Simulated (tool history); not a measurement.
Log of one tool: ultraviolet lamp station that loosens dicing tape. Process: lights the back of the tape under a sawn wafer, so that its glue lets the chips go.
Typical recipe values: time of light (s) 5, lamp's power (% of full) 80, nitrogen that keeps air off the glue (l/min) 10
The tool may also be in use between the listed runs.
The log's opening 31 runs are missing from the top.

run	hour	time of light (s)	lamp's power (% of full)	nitrogen that keeps air off the glue (l/min)	force that peels the tape off (N)	light that reached the tape (mJ/cm²)
32	539.6	5	84	14	0.424	384
# hour 544.9: window cleaned of glue's vapour
33	553	10	84	6	0.136	775
34	572.8	3	89	7	1.503	247
35	589	3	89	7	1.513	244
36	605	5	76	16	0.491	355
37	618.9	5	76	16	0.492	349
38	640.7	5	90	4	0.776	407
39	653.7	3	60	10	2.351	166
40	669.9	5	80	6	0.776	370
41	682.7	2	92	6	2.641	170
42	704.6	2	92	6	2.694	170
43	715.3	6	76	10	0.398	420
44	732.4	6	76	10	0.404	419

Alternative continuations, all from the tool just after run 44; predict every row:
A	746.9	8	80	4	?	?
B	746.9	5	80	12	?	?
C	746.9	8	92	14	?	?

run	force that peels the tape off (N)	light that reached the tape (mJ/cm²)
A	0.297	593
B	0.517	369
C	0.099	688
Take away the tool's hidden state, keep each run's random variation, and the runs would have read:
run	force that peels the tape off (N)	light that reached the tape (mJ/cm²)
A	0.296	594
B	0.515	369
C	0.099	689

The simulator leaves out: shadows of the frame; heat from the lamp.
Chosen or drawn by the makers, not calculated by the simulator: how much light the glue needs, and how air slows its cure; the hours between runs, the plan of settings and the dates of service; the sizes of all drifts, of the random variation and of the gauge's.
